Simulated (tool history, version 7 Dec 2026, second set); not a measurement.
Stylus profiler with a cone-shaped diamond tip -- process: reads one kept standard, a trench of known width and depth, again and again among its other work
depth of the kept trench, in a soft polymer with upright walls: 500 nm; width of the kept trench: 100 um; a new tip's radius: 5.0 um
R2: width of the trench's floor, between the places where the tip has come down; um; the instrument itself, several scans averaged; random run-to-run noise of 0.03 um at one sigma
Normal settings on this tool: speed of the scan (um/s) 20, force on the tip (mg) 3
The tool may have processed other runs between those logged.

{"run": 1, "hour": 0.0, "speed of the scan (um/s)": 20, "force on the tip (mg)": 3, "depth of the trench (Å)": 5075, "R2": 95.49}
{"run": 2, "hour": 18.0, "speed of the scan (um/s)": 20, "force on the tip (mg)": 3, "depth of the trench (Å)": 5079, "R2": 95.51}
{"run": 3, "hour": 50.4, "speed of the scan (um/s)": 20, "force on the tip (mg)": 3, "depth of the trench (Å)": 5079.4, "R2": 95.55}
{"run": 4, "hour": 89.4, "speed of the scan (um/s)": 20, "force on the tip (mg)": 3, "depth of the trench (Å)": 5078.5, "R2": 95.48}
{"run": 5, "hour": 118.9, "speed of the scan (um/s)": 20, "force on the tip (mg)": 3, "depth of the trench (Å)": 5076.6, "R2": 95.55}
{"run": 6, "hour": 151.9, "speed of the scan (um/s)": 47, "force on the tip (mg)": 3, "depth of the trench (Å)": 5076.5, "R2": 95.47}
{"run": 7, "hour": 187.3, "speed of the scan (um/s)": 20, "force on the tip (mg)": 3, "depth of the trench (Å)": 5074.9, "R2": 95.54}
{"run": 8, "hour": 217.6, "speed of the scan (um/s)": 20, "force on the tip (mg)": 1.43, "depth of the trench (Å)": 5045.2, "R2": 95.42}
{"run": 9, "hour": 253.6, "speed of the scan (um/s)": 20, "force on the tip (mg)": 1.43, "depth of the trench (Å)": 5044.8, "R2": 95.46}
{"run": 10, "hour": 272.0, "speed of the scan (um/s)": 20, "force on the tip (mg)": 1.43, "depth of the trench (Å)": 5045, "R2": 95.48}
{"run": 11, "hour": 299.0, "speed of the scan (um/s)": 20, "force on the tip (mg)": 1.43, "depth of the trench (Å)": 5045, "R2": 95.53}
{"run": 12, "hour": 338.8, "speed of the scan (um/s)": 12, "force on the tip (mg)": 3, "depth of the trench (Å)": 5073.9, "R2": 95.48}
{"run": 13, "hour": 369.1, "speed of the scan (um/s)": 12, "force on the tip (mg)": 3, "depth of the trench (Å)": 5076.1, "R2": 95.54}
{"run": 14, "hour": 409.2, "speed of the scan (um/s)": 53, "force on the tip (mg)": 3, "depth of the trench (Å)": 5074.5, "R2": 95.41}
{"run": 15, "hour": 447.7, "speed of the scan (um/s)": 20, "force on the tip (mg)": 3, "depth of the trench (Å)": 5074.9, "R2": 95.42}
{"run": 16, "hour": 469.5, "speed of the scan (um/s)": 47, "force on the tip (mg)": 3, "depth of the trench (Å)": 5073.6, "R2": 95.35}
{"run": 17, "hour": 488.3, "speed of the scan (um/s)": 47, "force on the tip (mg)": 3, "depth of the trench (Å)": 5073.3, "R2": 95.4}
{"run": 18, "hour": 522.0, "speed of the scan (um/s)": 47, "force on the tip (mg)": 3, "depth of the trench (Å)": 5073.6, "R2": 95.39}
{"run": 19, "hour": 540.8, "speed of the scan (um/s)": 20, "force on the tip (mg)": 3, "depth of the trench (Å)": 5073.6, "R2": 95.47}
{"run": 20, "hour": 572.8, "speed of the scan (um/s)": 20, "force on the tip (mg)": 3, "depth of the trench (Å)": 5073.4, "R2": 95.49}
{"run": 21, "hour": 594.8, "speed of the scan (um/s)": 7, "force on the tip (mg)": 3, "depth of the trench (Å)": 5074.7, "R2": 95.47}
{"run": 22, "hour": 627.1, "speed of the scan (um/s)": 7, "force on the tip (mg)": 3, "depth of the trench (Å)": 5075.2, "R2": 95.44}
{"run": 23, "hour": 663.5, "speed of the scan (um/s)": 7, "force on the tip (mg)": 3, "depth of the trench (Å)": 5076.1, "R2": 95.46}
{"run": 24, "hour": 681.3, "speed of the scan (um/s)": 23, "force on the tip (mg)": 1.8, "depth of the trench (Å)": 5048, "R2": 95.37}
{"run": 25, "hour": 702.7, "speed of the scan (um/s)": 23, "force on the tip (mg)": 1.8, "depth of the trench (Å)": 5047.7, "R2": 95.43}
{"run": 26, "hour": 736.2, "speed of the scan (um/s)": 8, "force on the tip (mg)": 3.34, "depth of the trench (Å)": 5080.8, "R2": 95.39}
{"run": 27, "hour": 766.8, "speed of the scan (um/s)": 21, "force on the tip (mg)": 2.52, "depth of the trench (Å)": 5065.4, "R2": 95.38}
{"run": 28, "hour": 785.5, "speed of the scan (um/s)": 28, "force on the tip (mg)": 2.4, "depth of the trench (Å)": 5062, "R2": 95.32}
{"run": 29, "hour": 816.6, "speed of the scan (um/s)": 28, "force on the tip (mg)": 2.4, "depth of the trench (Å)": 5061.5, "R2": 95.4}
{"run": 30, "hour": 848.5, "speed of the scan (um/s)": 28, "force on the tip (mg)": 2.4, "depth of the trench (Å)": 5060.6, "R2": 95.34}
{"run": 31, "hour": 875.4, "speed of the scan (um/s)": 68, "force on the tip (mg)": 2.14, "depth of the trench (Å)": 5058, "R2": 95.19}
{"run": 32, "hour": 892.9, "speed of the scan (um/s)": 21, "force on the tip (mg)": 1.13, "depth of the trench (Å)": 5033.8, "R2": 95.35}
{"run": 33, "hour": 912.0, "speed of the scan (um/s)": 20, "force on the tip (mg)": 1.84, "depth of the trench (Å)": 5050.1, "R2": 95.37}
{"run": 34, "hour": 941.6, "speed of the scan (um/s)": 46, "force on the tip (mg)": 4.25, "depth of the trench (Å)": 5092.1, "R2": 95.33}
{"run": 35, "hour": 978.1, "speed of the scan (um/s)": 15, "force on the tip (mg)": 8.41, "depth of the trench (Å)": 5149.7, "R2": 95.4}
{"run": 36, "hour": 1009.3, "speed of the scan (um/s)": 15, "force on the tip (mg)": 8.41, "depth of the trench (Å)": 5151.3, "R2": 95.41}
{"run": 37, "hour": 1035.7, "speed of the scan (um/s)": 6, "force on the tip (mg)": 7.03, "depth of the trench (Å)": 5133.5, "R2": 95.42}
{"run": 38, "hour": 1073.6, "speed of the scan (um/s)": 10, "force on the tip (mg)": 7.87, "depth of the trench (Å)": 5143.9, "R2": 95.34}
{"run": 39, "hour": 1090.1, "speed of the scan (um/s)": 10, "force on the tip (mg)": 3.5, "depth of the trench (Å)": 5080.9, "R2": 95.35}
{"run": 40, "hour": 1129.9, "speed of the scan (um/s)": 20, "force on the tip (mg)": 2.95, "depth of the trench (Å)": 5069.7, "R2": 95.35}
{"run": 41, "hour": 1151.0, "speed of the scan (um/s)": 8, "force on the tip (mg)": 3, "depth of the trench (Å)": 5069.9, "R2": 95.34}
{"run": 42, "hour": 1178.8, "speed of the scan (um/s)": 8, "force on the tip (mg)": 3, "depth of the trench (Å)": 5071.4, "R2": 95.34}
{"run": 43, "hour": 1218.9, "speed of the scan (um/s)": 28, "force on the tip (mg)": 6.26, "depth of the trench (Å)": 5122.3, "R2": 95.33}
{"run": 44, "hour": 1235.9, "speed of the scan (um/s)": 42, "force on the tip (mg)": 6.26, "depth of the trench (Å)": 5121.8, "R2": 95.31}
{"run": 45, "hour": 1273.6, "speed of the scan (um/s)": 34, "force on the tip (mg)": 1.11, "depth of the trench (Å)": 5031.2, "R2": 95.23}
{"run": 46, "hour": 1290.5, "speed of the scan (um/s)": 54, "force on the tip (mg)": 1.52, "depth of the trench (Å)": 5039.2, "R2": 95.1}

A few steps of depth of the trench (Å) between consecutive runs. Split each: what settings, incoming material and random variation would produce without the hidden state, and what is left over for the hidden state, along with gauge scatter present in only one of the two compared results (measured, and without hidden state):
The tool's hidden condition here consists of: radius of the tip, um; height scale over the true one, %; drift of the gauge itself on depth_nm, %; drift of the gauge itself on floor_um, %.
Run 8 -> 9: settings left as they were, no log entry in between. depth of the trench (Å) -0.4: hidden state -0.3, all else -0.1.
Run 22 -> 23: settings left as they were, no log entry in between. depth of the trench (Å) +0.9: hidden state -0.3, all else +1.2.
Run 34 -> 35: speed of the scan (um/s) 46 -> 15, force on the tip (mg) 4.25 -> 8.41. depth of the trench (Å) +57.6: hidden state -0.3, all else +57.9.
Run 38 -> 39: force on the tip (mg) 7.87 -> 3.5. depth of the trench (Å) -63: hidden state -0.1, all else -62.9.
Run 42 -> 43: speed of the scan (um/s) 8 -> 28, force on the tip (mg) 3 -> 6.26. depth of the trench (Å) +50.9: hidden state -0.4, all else +51.3.
Run 44 -> 45: speed of the scan (um/s) 42 -> 34, force on the tip (mg) 6.26 -> 1.11. depth of the trench (Å) -90.6: hidden state +0, all else -90.6.

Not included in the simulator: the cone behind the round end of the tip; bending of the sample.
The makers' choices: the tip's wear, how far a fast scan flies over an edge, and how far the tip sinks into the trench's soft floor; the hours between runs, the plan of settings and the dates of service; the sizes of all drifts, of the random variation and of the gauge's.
